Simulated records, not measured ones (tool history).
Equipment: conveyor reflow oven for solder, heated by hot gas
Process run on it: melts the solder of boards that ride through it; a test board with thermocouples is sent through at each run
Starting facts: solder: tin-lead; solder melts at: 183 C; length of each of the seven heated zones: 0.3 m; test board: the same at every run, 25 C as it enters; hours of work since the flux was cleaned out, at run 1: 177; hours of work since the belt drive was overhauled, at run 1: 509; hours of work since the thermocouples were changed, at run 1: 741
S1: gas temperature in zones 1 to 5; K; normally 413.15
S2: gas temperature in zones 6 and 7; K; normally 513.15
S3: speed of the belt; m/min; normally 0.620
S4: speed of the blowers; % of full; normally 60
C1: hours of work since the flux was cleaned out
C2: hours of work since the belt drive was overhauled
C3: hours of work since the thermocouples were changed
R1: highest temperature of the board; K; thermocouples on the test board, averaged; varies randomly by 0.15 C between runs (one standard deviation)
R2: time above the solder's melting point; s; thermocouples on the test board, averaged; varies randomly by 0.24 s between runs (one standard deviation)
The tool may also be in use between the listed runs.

| run | day | S1 | S2 | S3 | S4 | C1 | C2 | C3 | R1 | R2 |
|---|---|---|---|---|---|---|---|---|---|---|
| 1 | 0.000 | 413.15 | 513.15 | 0.620 | 60 | 177 | 509 | 741 | 491.45 | 44.5 |
| 2 | 1.829 | 413.15 | 513.15 | 0.620 | 60 | 199 | 531 | 763 | 491.15 | 44.4 |
|  | 2.371 | thermocouples of zones 6 and 7 changed |
| 3 | 2.996 | 413.15 | 513.15 | 0.620 | 60 | 212 | 544 | 8 | 492.55 | 45.6 |
| 4 | 4.629 | 413.15 | 513.15 | 0.513 | 60 | 232 | 564 | 27 | 498.25 | 59.8 |
| 5 | 6.233 | 413.15 | 513.15 | 0.620 | 60 | 251 | 583 | 47 | 492.05 | 45.2 |
| 6 | 7.608 | 413.15 | 513.15 | 0.620 | 60 | 268 | 600 | 63 | 492.15 | 45.0 |
| 7 | 10.012 | 413.15 | 513.15 | 0.620 | 60 | 297 | 628 | 92 | 491.85 | 44.8 |
| 8 | 11.625 | 413.15 | 513.15 | 0.620 | 54 | 316 | 648 | 112 | 489.15 | 43.0 |
| 9 | 13.612 | 413.15 | 513.15 | 0.620 | 54 | 340 | 672 | 135 | 489.05 | 43.4 |
| 10 | 14.867 | 413.15 | 513.15 | 0.620 | 60 | 355 | 687 | 151 | 491.95 | 44.7 |
| 11 | 15.892 | 413.15 | 513.15 | 0.620 | 60 | 368 | 699 | 163 | 491.75 | 45.4 |
| 12 | 17.554 | 413.15 | 513.15 | 0.620 | 60 | 388 | 719 | 183 | 491.75 | 44.9 |
|  | 19.917 | flux residue cleaned out of gas plates and filters |
| 13 | 19.996 | 413.15 | 513.15 | 0.620 | 60 | 1 | 746 | 210 | 492.85 | 46.1 |
| 14 | 22.333 | 405.15 | 504.15 | 0.523 | 70 | 29 | 774 | 238 | 492.15 | 53.6 |
| 15 | 24.625 | 420.15 | 512.15 | 0.586 | 69 | 57 | 802 | 266 | 497.95 | 54.4 |
| 16 | 25.650 | 420.15 | 502.15 | 0.586 | 69 | 69 | 814 | 278 | 489.05 | 49.4 |
| 17 | 27.679 | 420.15 | 502.15 | 0.678 | 52 | 94 | 839 | 302 | 478.65 | 33.7 |
| 18 | 29.521 | 420.15 | 502.15 | 0.678 | 52 | 116 | 861 | 325 | 478.55 | 33.9 |
| 19 | 30.867 | 407.15 | 520.15 | 0.548 | 54 | 132 | 877 | 341 | 499.05 | 54.0 |
| 20 | 33.092 | 405.15 | 515.15 | 0.597 | 63 | 159 | 904 | 368 | 495.15 | 47.4 |
| 21 | 34.604 | 402.15 | 505.15 | 0.620 | 64 | 177 | 922 | 386 | 485.15 | 38.4 |
| 22 | 35.654 | 406.15 | 515.15 | 0.530 | 73 | 190 | 935 | 399 | 501.95 | 58.3 |
| 23 | 36.946 | 413.15 | 513.15 | 0.597 | 60 | 205 | 950 | 414 | 493.65 | 48.7 |
| 24 | 38.096 | 407.15 | 518.15 | 0.535 | 65 | 219 | 964 | 428 | 502.35 | 58.2 |

Run by run, hidden condition taken away, random variation retained:
Hidden state at play: heat that the gas passes to the board, % of a clean oven's; belt's true speed, % of the reading; true gas temperature in zones 6 and 7 over the reading, C; drift of the gauge itself on peak_c, C; drift of the gauge itself on liquid_s, %.
| run | R1 | R2 |
|---|---|---|
| 1 | 492.45 | 44.3 |
| 2 | 492.25 | 44.3 |
| 3 | 492.55 | 44.9 |
| 4 | 498.35 | 58.8 |
| 5 | 492.25 | 44.5 |
| 6 | 492.35 | 44.4 |
| 7 | 492.25 | 44.1 |
| 8 | 489.45 | 42.3 |
| 9 | 489.45 | 42.8 |
| 10 | 492.55 | 44.1 |
| 11 | 492.35 | 44.8 |
| 12 | 492.45 | 44.3 |
| 13 | 492.35 | 44.7 |
| 14 | 492.05 | 52.1 |
| 15 | 497.85 | 53.0 |
| 16 | 489.05 | 48.0 |
| 17 | 478.35 | 32.5 |
| 18 | 478.45 | 32.8 |
| 19 | 498.95 | 52.5 |
| 20 | 495.25 | 46.1 |
| 21 | 485.35 | 37.4 |
| 22 | 502.45 | 56.8 |
| 23 | 493.85 | 47.4 |
| 24 | 502.75 | 56.6 |

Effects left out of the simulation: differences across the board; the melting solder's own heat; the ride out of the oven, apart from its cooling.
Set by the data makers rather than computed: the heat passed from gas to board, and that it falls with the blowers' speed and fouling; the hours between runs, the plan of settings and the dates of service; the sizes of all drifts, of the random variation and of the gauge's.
